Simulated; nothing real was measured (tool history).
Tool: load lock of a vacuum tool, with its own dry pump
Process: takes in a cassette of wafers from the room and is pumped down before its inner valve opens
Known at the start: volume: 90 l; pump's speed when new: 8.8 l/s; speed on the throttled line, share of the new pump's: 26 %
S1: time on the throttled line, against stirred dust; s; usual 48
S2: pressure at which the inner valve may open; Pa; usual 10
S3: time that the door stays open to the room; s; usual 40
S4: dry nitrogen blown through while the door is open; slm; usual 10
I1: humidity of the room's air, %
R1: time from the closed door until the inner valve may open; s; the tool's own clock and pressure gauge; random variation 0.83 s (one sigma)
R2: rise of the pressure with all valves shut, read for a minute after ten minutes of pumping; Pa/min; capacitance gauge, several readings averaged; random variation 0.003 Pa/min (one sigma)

Run 1, hour 0: usual settings; I1 47.3. Result: R1 136.3 s, R2 0.078 Pa/min.
Run 2, hour 55.7: usual settings but S2 12 Pa; I1 44.2. Result: R1 131 s, R2 0.08 Pa/min.
Run 3, hour 142.9: usual settings but S2 12 Pa; I1 47.4. Result: R1 131.3 s, R2 0.076 Pa/min.
Run 4, hour 246.3: usual settings but S2 12 Pa; I1 46.3. Result: R1 133.9 s, R2 0.08 Pa/min.
Run 5, hour 304: usual settings but S2 12 Pa; I1 43.7. Result: R1 132.7 s, R2 0.081 Pa/min.
Run 6, hour 395.4: usual settings but S2 12 Pa; I1 46.7. Result: R1 132.5 s, R2 0.079 Pa/min.
Run 7, hour 489: usual settings but S2 12 Pa; I1 45.4. Result: R1 132.5 s, R2 0.087 Pa/min.
Run 8, hour 559.8: usual settings but S2 12 Pa; I1 46.3. Result: R1 132.5 s, R2 0.083 Pa/min.
Run 9, hour 616.6: usual settings but S2 9 Pa; I1 45.1. Result: R1 137.1 s, R2 0.084 Pa/min.
Run 10, hour 661.9: usual settings but S1 43 s, S2 9 Pa; I1 46.4. Result: R1 133.1 s, R2 0.082 Pa/min.
Run 11, hour 746.6: usual settings but S1 43 s, S2 9 Pa; I1 46. Result: R1 133.4 s, R2 0.079 Pa/min.
Run 12, hour 803.7: usual settings but S1 43 s, S2 9 Pa; I1 43.8. Result: R1 132.9 s, R2 0.081 Pa/min.
Run 13, hour 868.2: usual settings but S1 43 s, S2 9 Pa; I1 45.9. Result: R1 132 s, R2 0.08 Pa/min.
Run 14, hour 968.3: usual settings but S1 43 s, S2 9 Pa; I1 42.2. Result: R1 133.8 s, R2 0.087 Pa/min.
Run 15, hour 1041.1: usual settings but S1 53 s, S2 11 Pa; I1 47.7. Result: R1 139.3 s, R2 0.093 Pa/min.
Run 16, hour 1093.9: usual settings but S1 53 s, S2 11 Pa; I1 42.7. Result: R1 138.8 s, R2 0.086 Pa/min.
Run 17, hour 1175: usual settings but S3 124 s, S4 4 slm; I1 44. Result: R1 135.4 s, R2 0.117 Pa/min.

Run 18 comes next. What will it give?
Run 18, hour 1279.4: usual settings but S3 160 s, S4 20 slm; I1 46.5. Result: R1 ?, R2 ?.

Run 18 gave R1 135.3 s, R2 0.088 Pa/min.
Without the tool's hidden state the same run would have given R1 128.9 s, R2 0.021 Pa/min.

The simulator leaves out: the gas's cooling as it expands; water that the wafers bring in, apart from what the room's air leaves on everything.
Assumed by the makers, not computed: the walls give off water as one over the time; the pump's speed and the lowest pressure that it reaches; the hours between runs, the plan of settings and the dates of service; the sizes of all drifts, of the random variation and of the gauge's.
